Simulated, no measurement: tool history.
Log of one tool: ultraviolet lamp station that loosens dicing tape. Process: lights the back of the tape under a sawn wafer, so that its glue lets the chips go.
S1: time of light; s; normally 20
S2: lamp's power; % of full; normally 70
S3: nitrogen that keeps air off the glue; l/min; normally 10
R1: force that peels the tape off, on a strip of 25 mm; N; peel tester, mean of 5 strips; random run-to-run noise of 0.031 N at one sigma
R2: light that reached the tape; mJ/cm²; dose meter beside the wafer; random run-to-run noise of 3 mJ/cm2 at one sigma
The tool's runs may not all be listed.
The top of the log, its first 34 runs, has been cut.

| run | hour | S1 | S2 | S3 | R1 | R2 |
|---|---|---|---|---|---|---|
| 35 | 960.3 | 14 | 69 | 7 | 3.335 | 312 |
| 36 | 990.9 | 13 | 66 | 5 | 4.144 | 276 |
| 37 | 1030.9 | 13 | 66 | 5 | 4.184 | 275 |
| 38 | 1068.8 | 13 | 66 | 5 | 4.288 | 278 |
| 39 | 1092 | 13 | 66 | 5 | 4.383 | 281 |
| 40 | 1122.7 | 13 | 66 | 5 | 4.281 | 281 |
| 41 | 1156.6 | 20 | 81 | 10 | 1.18 | 525 |
| 42 | 1184.7 | 10 | 92 | 7 | 3.498 | 299 |

Each row is a separate what-if for the run after 42, all from the same tool condition, not one after another. Results?
| A | 1212.5 | 24 | 87 | 6 | ? | ? |
| B | 1212.5 | 20 | 87 | 7 | ? | ? |
| C | 1212.5 | 23 | 91 | 7 | ? | ? |
| D | 1212.5 | 20 | 76 | 4 | ? | ? |
| E | 1212.5 | 37 | 92 | 7 | ? | ? |

| run | R1 | R2 |
|---|---|---|
| A | 1.008 | 681 |
| B | 1.32 | 564 |
| C | 0.838 | 680 |
| D | 2.328 | 492 |
| E | 0.335 | 1102 |
Stripped of hidden state, with their random variation kept, the same runs would have yielded:
| run | R1 | R2 |
|---|---|---|
| A | 1.004 | 682 |
| B | 1.316 | 565 |
| C | 0.835 | 681 |
| D | 2.321 | 493 |
| E | 0.334 | 1104 |
